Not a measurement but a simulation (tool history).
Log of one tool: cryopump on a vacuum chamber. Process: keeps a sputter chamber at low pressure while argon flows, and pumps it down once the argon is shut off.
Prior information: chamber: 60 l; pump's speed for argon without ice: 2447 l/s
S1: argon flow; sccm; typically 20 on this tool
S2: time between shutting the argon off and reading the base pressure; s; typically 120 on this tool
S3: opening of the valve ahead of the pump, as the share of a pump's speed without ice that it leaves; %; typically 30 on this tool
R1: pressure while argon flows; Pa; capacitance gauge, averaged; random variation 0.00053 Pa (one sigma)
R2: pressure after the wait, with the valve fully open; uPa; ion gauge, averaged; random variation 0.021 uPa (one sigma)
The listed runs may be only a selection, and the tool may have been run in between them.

run	hour	S1	S2	S3	R1	R2
1	0	20	120	30	0.0478	0.45
2	81.4	20	120	23	0.0633	0.49
3	156.7	20	120	23	0.0625	0.48
4	208.3	20	120	23	0.0637	0.51
5	275.8	20	201	30	0.0509	0.45
6	312.5	20	201	30	0.0509	0.45
7	384.3	20	120	38	0.0424	0.62
8	438.2	20	120	38	0.0427	0.62
9	491	20	120	38	0.0445	0.69
# hour 521.3: pump warmed up, emptied and cooled again
10	567.4	20	120	38	0.0366	0.54
11	609.1	35	120	30	0.0821	0.56
12	683.2	20	120	30	0.0477	0.58
13	724.5	20	120	30	0.0485	0.6
14	766	16	29	37	0.0312	1.41
15	802	16	29	37	0.0324	1.39
16	847	22	24	49	0.0339	1.7
17	880.9	22	43	49	0.0344	1.18
18	936.7	21	284	59	0.0285	0.58
19	987.1	21	284	59	0.0295	0.57
20	1026	21	284	59	0.0297	0.62
21	1068.8	25	31	17	0.1077	1.51
22	1129.2	37	65	17	0.1629	1.04
23	1173.3	9	211	17	0.0408	0.74

Forecast each of these 4 alternatives for the next run:
A	1213.6	16	42	17	?	?
B	1213.6	11	195	57	?	?
C	1213.6	9	23	26	?	?
D	1213.6	9	55	51	?	?

run	R1	R2
A	0.0707	1.35
B	0.0175	0.8
C	0.0267	1.9
D	0.0155	1.17
The same runs, with their run-to-run variation unchanged, on a tool lacking any hidden condition would have given:
run	R1	R2
A	0.0649	0.84
B	0.0135	0.29
C	0.0235	1.4
D	0.0122	0.66
